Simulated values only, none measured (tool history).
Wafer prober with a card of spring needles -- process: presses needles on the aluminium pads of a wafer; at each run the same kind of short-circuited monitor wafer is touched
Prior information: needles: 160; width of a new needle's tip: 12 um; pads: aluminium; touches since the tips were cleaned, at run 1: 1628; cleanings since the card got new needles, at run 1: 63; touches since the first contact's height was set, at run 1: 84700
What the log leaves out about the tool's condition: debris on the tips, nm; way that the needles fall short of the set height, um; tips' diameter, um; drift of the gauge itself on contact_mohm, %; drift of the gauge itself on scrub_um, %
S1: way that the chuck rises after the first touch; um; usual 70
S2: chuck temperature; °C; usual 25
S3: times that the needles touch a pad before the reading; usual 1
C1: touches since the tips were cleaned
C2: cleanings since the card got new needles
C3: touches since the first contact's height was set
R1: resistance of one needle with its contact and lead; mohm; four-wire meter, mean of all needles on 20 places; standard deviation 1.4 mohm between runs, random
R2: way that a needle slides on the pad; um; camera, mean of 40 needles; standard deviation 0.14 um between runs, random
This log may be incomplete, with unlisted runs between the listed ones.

Run 1, hour 0.0: usual settings; C1 1628; C2 63; C3 84700. Result: R1 131 mohm, R2 12.39 um.
At hour 11.0: tips cleaned on abrasive film.
At hour 29.1: tips cleaned on abrasive film.
At hour 46.5: tips cleaned on abrasive film.
Run 2, hour 50.3: usual settings; C1 1136; C2 66; C3 99421. Result: R1 130 mohm, R2 12.23 um.
At hour 61.3: tips cleaned on abrasive film.
At hour 78.7: tips cleaned on abrasive film.
At hour 96.9: tips cleaned on abrasive film.
At hour 113.1: tips cleaned on abrasive film.
Run 3, hour 113.1: usual settings; C1 0; C2 70; C3 117767. Result: R1 133 mohm, R2 12.35 um.
At hour 127.7: tips cleaned on abrasive film.
At hour 145.7: tips cleaned on abrasive film.
Run 4, hour 157.7: usual settings; C1 3528; C2 72; C3 130806. Result: R1 130 mohm, R2 12.21 um.
At hour 161.4: tips cleaned on abrasive film.
At hour 179.6: tips cleaned on abrasive film.
At hour 197.7: tips cleaned on abrasive film.
Run 5, hour 198.1: usual settings but S2 97 °C; C1 106; C2 75; C3 142605. Result: R1 142 mohm, R2 12.50 um.
At hour 212.6: tips cleaned on abrasive film.
At hour 230.8: tips cleaned on abrasive film.
Run 6, hour 243.4: usual settings but S3 2; C1 3689; C2 77; C3 155875. Result: R1 131 mohm, R2 12.32 um.
At hour 247.1: tips cleaned on abrasive film.
At hour 265.1: tips cleaned on abrasive film.
At hour 279.7: tips cleaned on abrasive film.
At hour 297.4: tips cleaned on abrasive film.
Run 7, hour 304.8: usual settings but S3 2; C1 2174; C2 81; C3 173830. Result: R1 132 mohm, R2 12.40 um.
At hour 315.5: tips cleaned on abrasive film.
At hour 333.4: tips cleaned on abrasive film.
At hour 351.6: tips cleaned on abrasive film.
At hour 369.8: tips cleaned on abrasive film.
Run 8, hour 376.2: usual settings; C1 1899; C2 85; C3 194708. Result: R1 130 mohm, R2 12.02 um.
At hour 386.7: tips cleaned on abrasive film.
At hour 404.9: tips cleaned on abrasive film.
Run 9, hour 417.7: usual settings; C1 3766; C2 87; C3 206861. Result: R1 131 mohm, R2 12.52 um.
At hour 421.5: tips cleaned on abrasive film.
At hour 439.7: tips cleaned on abrasive film.
At hour 457.2: tips cleaned on abrasive film.
Run 10, hour 468.7: usual settings; C1 3390; C2 90; C3 221761. Result: R1 131 mohm, R2 12.47 um.
At hour 472.4: tips cleaned on abrasive film.
At hour 490.6: tips cleaned on abrasive film.
At hour 508.8: tips cleaned on abrasive film.
Run 11, hour 516.6: usual settings but S1 82 um; C1 2295; C2 93; C3 235767. Result: R1 129 mohm, R2 14.30 um.
At hour 524.0: tips cleaned on abrasive film.
At hour 538.7: height of the first contact set anew.
At hour 542.5: tips cleaned on abrasive film.
Run 12, hour 556.0: usual settings but S1 82 um; C1 3968; C2 95; C3 5033. Result: R1 128 mohm, R2 14.53 um.
At hour 559.7: tips cleaned on abrasive film.
At hour 577.6: tips cleaned on abrasive film.
Run 13, hour 590.1: usual settings but S1 82 um; C1 3656; C2 97; C3 15007. Result: R1 129 mohm, R2 14.61 um.
At hour 593.8: tips cleaned on abrasive film.
At hour 608.4: tips cleaned on abrasive film.
At hour 626.6: tips cleaned on abrasive film.
At hour 644.8: tips cleaned on abrasive film.
Run 14, hour 657.4: usual settings but S1 82 um; C1 3697; C2 101; C3 34679. Result: R1 130 mohm, R2 14.67 um.
At hour 661.1: tips cleaned on abrasive film.
At hour 679.3: tips cleaned on abrasive film.
At hour 697.5: tips cleaned on abrasive film.
At hour 715.3: tips cleaned on abrasive film.
Run 15, hour 723.8: usual settings but S1 57 um, S2 67 °C, S3 2; C1 2497; C2 105; C3 54111. Result: R1 141 mohm, R2 10.11 um.
At hour 731.2: tips cleaned on abrasive film.
At hour 749.4: tips cleaned on abrasive film.
At hour 767.6: tips cleaned on abrasive film.
Run 16, hour 780.5: usual settings but S1 52 um, S3 2; C1 3804; C2 108; C3 70695. Result: R1 134 mohm, R2 8.96 um.
At hour 784.2: tips cleaned on abrasive film.
At hour 802.4: tips cleaned on abrasive film.
At hour 820.4: tips cleaned on abrasive film.
At hour 838.5: tips cleaned on abrasive film.
Run 17, hour 848.7: usual settings but S1 68 um, S2 33 °C, S3 3; C1 3002; C2 112; C3 90649. Result: R1 133 mohm, R2 12.20 um.
At hour 855.6: tips cleaned on abrasive film.
At hour 873.4: tips cleaned on abrasive film.
At hour 891.0: tips cleaned on abrasive film.
Run 18, hour 898.5: usual settings but S1 67 um; C1 2209; C2 115; C3 105197. Result: R1 133 mohm, R2 11.81 um.
At hour 905.8: tips cleaned on abrasive film.
At hour 920.4: tips cleaned on abrasive film.
At hour 938.6: tips cleaned on abrasive film.
At hour 955.7: tips cleaned on abrasive film.
Run 19, hour 970.0: usual settings but S1 56 um; C1 4204; C2 119; C3 126115. Result: R1 137 mohm, R2 9.90 um.
At hour 973.7: tips cleaned on abrasive film.
At hour 991.4: tips cleaned on abrasive film.
At hour 1009.6: tips cleaned on abrasive film.
At hour 1027.7: tips cleaned on abrasive film.
Run 20, hour 1030.6: usual settings but S2 101 °C, S3 2; C1 878; C2 123; C3 143822. Result: R1 144 mohm, R2 12.55 um.
At hour 1045.2: tips cleaned on abrasive film.
At hour 1063.1: tips cleaned on abrasive film.
Run 21, hour 1064.2: usual settings but S2 101 °C, S3 2; C1 314; C2 125; C3 153634. Result: R1 142 mohm, R2 12.61 um.
At hour 1078.8: tips cleaned on abrasive film.
At hour 1093.4: tips cleaned on abrasive film.
At hour 1111.0: tips cleaned on abrasive film.
At hour 1129.2: tips cleaned on abrasive film.
Run 22, hour 1129.5: usual settings but S1 66 um; C1 88; C2 129; C3 172722. Result: R1 132 mohm, R2 11.89 um.
At hour 1144.1: tips cleaned on abrasive film.
At hour 1162.1: tips cleaned on abrasive film.
At hour 1176.7: tips cleaned on abrasive film.
At hour 1194.1: tips cleaned on abrasive film.
Run 23, hour 1197.6: usual settings but S1 74 um, S2 57 °C; C1 1034; C2 133; C3 192646. Result: R1 135 mohm, R2 12.97 um.
At hour 1212.2: tips cleaned on abrasive film.
At hour 1230.4: tips cleaned on abrasive film.
At hour 1248.6: tips cleaned on abrasive film.
At hour 1266.8: tips cleaned on abrasive film.
Run 24, hour 1272.2: usual settings but S1 74 um, S2 57 °C; C1 1588; C2 137; C3 214470. Result: R1 135 mohm, R2 12.92 um.
At hour 1282.9: tips cleaned on abrasive film.
At hour 1300.7: tips cleaned on abrasive film.
At hour 1318.9: tips cleaned on abrasive film.
Run 25, hour 1331.0: usual settings but S1 76 um, S3 2; C1 3552; C2 140; C3 231657. Result: R1 130 mohm, R2 13.26 um.
At hour 1334.7: tips cleaned on abrasive film.
At hour 1352.8: tips cleaned on abrasive film.
At hour 1367.1: height of the first contact set anew.
At hour 1370.9: tips cleaned on abrasive film.
At hour 1388.7: tips cleaned on abrasive film.
At hour 1405.5: tips cleaned on abrasive film.
Run 26, hour 1405.5: usual settings but S1 52 um, S2 41 °C; C1 0; C2 145; C3 11203. Result: R1 137 mohm, R2 9.40 um.
At hour 1422.9: tips cleaned on abrasive film.
Run 27, hour 1436.5: usual settings but S1 85 um, S2 66 °C; C1 4006; C2 146; C3 20281. Result: R1 136 mohm, R2 14.73 um.

Hidden condition of the tool, last listed run before each entry between runs versus first listed run after:
In the gap between runs 1 and 2: tips cleaned on abrasive film (hour 11.0); tips cleaned on abrasive film (hour 29.1); tips cleaned on abrasive film (hour 46.5)
  debris on the tips, nm: 0.5 -> 0.4
In the gap between runs 2 and 3: tips cleaned on abrasive film (hour 61.3); tips cleaned on abrasive film (hour 78.7); tips cleaned on abrasive film (hour 96.9); tips cleaned on abrasive film (hour 113.1)
  debris on the tips, nm: 0.4 -> 0.1; way that the needles fall short of the set height, um: 0.03 -> 0.04
In the gap between runs 3 and 4: tips cleaned on abrasive film (hour 127.7); tips cleaned on abrasive film (hour 145.7)
  debris on the tips, nm: 0.1 -> 0.8
In the gap between runs 4 and 5: tips cleaned on abrasive film (hour 161.4); tips cleaned on abrasive film (hour 179.6); tips cleaned on abrasive film (hour 197.7)
  debris on the tips, nm: 0.8 -> 0.1; way that the needles fall short of the set height, um: 0.04 -> 0.05
In the gap between runs 5 and 6: tips cleaned on abrasive film (hour 212.6); tips cleaned on abrasive film (hour 230.8)
  debris on the tips, nm: 0.1 -> 1
In the gap between runs 6 and 7: tips cleaned on abrasive film (hour 247.1); tips cleaned on abrasive film (hour 265.1); tips cleaned on abrasive film (hour 279.7); tips cleaned on abrasive film (hour 297.4)
  debris on the tips, nm: 1 -> 0.6; way that the needles fall short of the set height, um: 0.05 -> 0.06; tips' diameter, um: 12.04 -> 12.05
In the gap between runs 7 and 8: tips cleaned on abrasive film (hour 315.5); tips cleaned on abrasive film (hour 333.4); tips cleaned on abrasive film (hour 351.6); tips cleaned on abrasive film (hour 369.8)
  no hidden state differs between the two runs
In the gap between runs 8 and 9: tips cleaned on abrasive film (hour 386.7); tips cleaned on abrasive film (hour 404.9)
  debris on the tips, nm: 0.6 -> 0.8; way that the needles fall short of the set height, um: 0.06 -> 0.07
In the gap between runs 9 and 10: tips cleaned on abrasive film (hour 421.5); tips cleaned on abrasive film (hour 439.7); tips cleaned on abrasive film (hour 457.2)
  no hidden state differs between the two runs
In the gap between runs 10 and 11: tips cleaned on abrasive film (hour 472.4); tips cleaned on abrasive film (hour 490.6); tips cleaned on abrasive film (hour 508.8)
  debris on the tips, nm: 0.8 -> 0.6; way that the needles fall short of the set height, um: 0.07 -> 0.08
In the gap between runs 11 and 12: tips cleaned on abrasive film (hour 524.0); height of the first contact set anew (hour 538.7); tips cleaned on abrasive film (hour 542.5)
  debris on the tips, nm: 0.6 -> 0.9; way that the needles fall short of the set height, um: 0.08 -> 0
In the gap between runs 12 and 13: tips cleaned on abrasive film (hour 559.7); tips cleaned on abrasive film (hour 577.6)
  tips' diameter, um: 12.05 -> 12.06
In the gap between runs 13 and 14: tips cleaned on abrasive film (hour 593.8); tips cleaned on abrasive film (hour 608.4); tips cleaned on abrasive film (hour 626.6); tips cleaned on abrasive film (hour 644.8)
  way that the needles fall short of the set height, um: 0 -> 0.01
In the gap between runs 14 and 15: tips cleaned on abrasive film (hour 661.1); tips cleaned on abrasive film (hour 679.3); tips cleaned on abrasive film (hour 697.5); tips cleaned on abrasive film (hour 715.3)
  debris on the tips, nm: 0.9 -> 0.6; way that the needles fall short of the set height, um: 0.01 -> 0.02
In the gap between runs 15 and 16: tips cleaned on abrasive film (hour 731.2); tips cleaned on abrasive film (hour 749.4); tips cleaned on abrasive film (hour 767.6)
  debris on the tips, nm: 0.6 -> 0.9
In the gap between runs 16 and 17: tips cleaned on abrasive film (hour 784.2); tips cleaned on abrasive film (hour 802.4); tips cleaned on abrasive film (hour 820.4); tips cleaned on abrasive film (hour 838.5)
  debris on the tips, nm: 0.9 -> 0.8; way that the needles fall short of the set height, um: 0.02 -> 0.03; tips' diameter, um: 12.06 -> 12.07
In the gap between runs 17 and 18: tips cleaned on abrasive film (hour 855.6); tips cleaned on abrasive film (hour 873.4); tips cleaned on abrasive film (hour 891.0)
  debris on the tips, nm: 0.8 -> 0.6; way that the needles fall short of the set height, um: 0.03 -> 0.04
In the gap between runs 18 and 19: tips cleaned on abrasive film (hour 905.8); tips cleaned on abrasive film (hour 920.4); tips cleaned on abrasive film (hour 938.6); tips cleaned on abrasive film (hour 955.7)
  debris on the tips, nm: 0.6 -> 1
In the gap between runs 19 and 20: tips cleaned on abrasive film (hour 973.7); tips cleaned on abrasive film (hour 991.4); tips cleaned on abrasive film (hour 1009.6); tips cleaned on abrasive film (hour 1027.7)
  debris on the tips, nm: 1 -> 0.3; way that the needles fall short of the set height, um: 0.04 -> 0.05
In the gap between runs 20 and 21: tips cleaned on abrasive film (hour 1045.2); tips cleaned on abrasive film (hour 1063.1)
  debris on the tips, nm: 0.3 -> 0.2
In the gap between runs 21 and 22: tips cleaned on abrasive film (hour 1078.8); tips cleaned on abrasive film (hour 1093.4); tips cleaned on abrasive film (hour 1111.0); tips cleaned on abrasive film (hour 1129.2)
  debris on the tips, nm: 0.2 -> 0.1; way that the needles fall short of the set height, um: 0.05 -> 0.06
In the gap between runs 22 and 23: tips cleaned on abrasive film (hour 1144.1); tips cleaned on abrasive film (hour 1162.1); tips cleaned on abrasive film (hour 1176.7); tips cleaned on abrasive film (hour 1194.1)
  debris on the tips, nm: 0.1 -> 0.4; way that the needles fall short of the set height, um: 0.06 -> 0.07; tips' diameter, um: 12.07 -> 12.08
In the gap between runs 23 and 24: tips cleaned on abrasive film (hour 1212.2); tips cleaned on abrasive film (hour 1230.4); tips cleaned on abrasive film (hour 1248.6); tips cleaned on abrasive film (hour 1266.8)
  debris on the tips, nm: 0.4 -> 0.5
In the gap between runs 24 and 25: tips cleaned on abrasive film (hour 1282.9); tips cleaned on abrasive film (hour 1300.7); tips cleaned on abrasive film (hour 1318.9)
  debris on the tips, nm: 0.5 -> 0.9; way that the needles fall short of the set height, um: 0.07 -> 0.08
In the gap between runs 25 and 26: tips cleaned on abrasive film (hour 1334.7); tips cleaned on abrasive film (hour 1352.8); height of the first contact set anew (hour 1367.1); tips cleaned on abrasive film (hour 1370.9); tips cleaned on abrasive film (hour 1388.7); tips cleaned on abrasive film (hour 1405.5)
  debris on the tips, nm: 0.9 -> 0.1; way that the needles fall short of the set height, um: 0.08 -> 0
In the gap between runs 26 and 27: tips cleaned on abrasive film (hour 1422.9)
  debris on the tips, nm: 0.1 -> 0.9; way that the needles fall short of the set height, um: 0 -> 0.01

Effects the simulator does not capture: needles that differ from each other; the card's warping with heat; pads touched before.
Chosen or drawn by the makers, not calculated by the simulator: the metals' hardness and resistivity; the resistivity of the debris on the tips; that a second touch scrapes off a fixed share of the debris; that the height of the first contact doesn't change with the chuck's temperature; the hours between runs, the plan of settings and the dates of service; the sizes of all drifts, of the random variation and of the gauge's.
